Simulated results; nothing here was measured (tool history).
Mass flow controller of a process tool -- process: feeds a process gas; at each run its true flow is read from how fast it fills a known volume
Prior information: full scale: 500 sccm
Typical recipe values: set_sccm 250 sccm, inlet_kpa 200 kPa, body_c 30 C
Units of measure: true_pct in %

run	hour	set_sccm	inlet_kpa	body_c	true_pct
1	0	250	200	30	100.26
2	131.9	250	200	30	100.29
3	290.4	250	200	30	100.31
4	459.2	250	184	30	100.37
5	601.9	250	184	30	100.48
6	781.2	250	184	30	100.69
7	867.5	250	184	30	100.51
8	1035.5	127	200	30	100.97
9	1111.4	250	193	30	100.67
10	1204	250	193	30	100.76
11	1310.3	250	193	30	100.8
12	1464.4	250	193	30	100.79
13	1620.3	250	193	30	100.88
14	1735.3	250	200	30	101.02
15	1820.2	250	200	30	101.03
16	1948.2	250	200	30	101.07
17	2039.8	250	181	30	101.29
18	2194.8	250	275	37	101.04
19	2285.8	117	275	36	101.77
20	2421.3	117	275	36	101.86
21	2496.1	117	275	36	102.12
22	2624.1	68	158	25	104.06
23	2788.4	68	158	25	104.23
24	2920.6	265	165	25	101.41
25	3003.9	250	200	24	101.28
26	3077.4	250	200	24	101.32
27	3226.2	250	200	24	101.39
28	3328.3	58	187	22	105.51
29	3461.2	244	222	35	101.87
30	3589.4	242	232	22	101.39
31	3675.8	242	213	22	101.43
32	3820.7	69	200	40	105.97
33	3982.9	69	200	40	106.29
34	4147.1	142	199	30	103.07

Branching from run 34: 5 alternative next runs. What would each branch give?
A	4313	124	213	33	?
B	4313	248	151	21	?
C	4313	76	200	30	?
D	4313	70	143	25	?
E	4313	250	164	33	?

run	true_pct
A	103.79
B	102.13
C	105.76
D	106.4
E	102.53
With no hidden state in the tool, these same runs would have given:
run	true_pct
A	99.88
B	99.86
C	99.79
D	99.97
E	100.27
